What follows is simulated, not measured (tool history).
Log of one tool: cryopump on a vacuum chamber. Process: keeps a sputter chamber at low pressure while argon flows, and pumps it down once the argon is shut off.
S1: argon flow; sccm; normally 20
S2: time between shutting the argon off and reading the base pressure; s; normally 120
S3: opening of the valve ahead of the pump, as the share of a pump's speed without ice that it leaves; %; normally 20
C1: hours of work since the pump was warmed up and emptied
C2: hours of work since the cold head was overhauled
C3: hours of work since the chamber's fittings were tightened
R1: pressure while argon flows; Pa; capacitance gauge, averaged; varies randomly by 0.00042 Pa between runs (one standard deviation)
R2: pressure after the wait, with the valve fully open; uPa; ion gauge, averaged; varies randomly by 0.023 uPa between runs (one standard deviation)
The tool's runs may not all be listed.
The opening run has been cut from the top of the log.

run   hour  S1   S2  S3   C1    C2   C3      R1    R2
  2   45.5  20  120  20  374   933  437  0.0847  1.06
  3   80.4  20  120  20  394   953  458  0.0846  1.09
  4  125.2  20  187  20  420   979  483  0.0841  0.91
  5  158.0  20  120  20  439   998  502  0.0855  1.11
  6  192.1  20  120  20  459  1018  522  0.0853  1.15
  7  223.1  20  120  20  477  1036  540  0.0864  1.19
  8  245.1  20  120  20  489  1048  553  0.0856  1.18
  9  280.6  20  120  20  510  1069  573  0.0862  1.23
 10  321.1  20  120  21  533  1092  596  0.0830  1.28
     349.7  -- pump warmed up, emptied and cooled again
 11  352.9  20  120  21    2  1108  612  0.0755  1.07
 12  389.8  20  120  21   23  1129  633  0.0760  1.00
 13  420.1  20  120  21   41  1146  651  0.0765  1.10
 14  460.4  20  120  21   64  1170  674  0.0767  1.10
 15  485.9  24  120  21   78  1184  688  0.0919  1.10
 16  530.0  21  120  20  104  1210  714  0.0839  1.14
 17  559.3  20  244  20  121  1227  731  0.0807  0.83
 18  589.5  13  188  58  138  1244  748  0.0188  0.97

Run 19, settings as shown, results not yet in. Your forecast:
 19  619.5  13  188  58  156  1261  765   ?   ?

R1: 0.0189 Pa
R2: 0.96 uPa
Had the tool carried no hidden state, the very same run would have given R1 0.0177 Pa, R2 0.50 uPa.
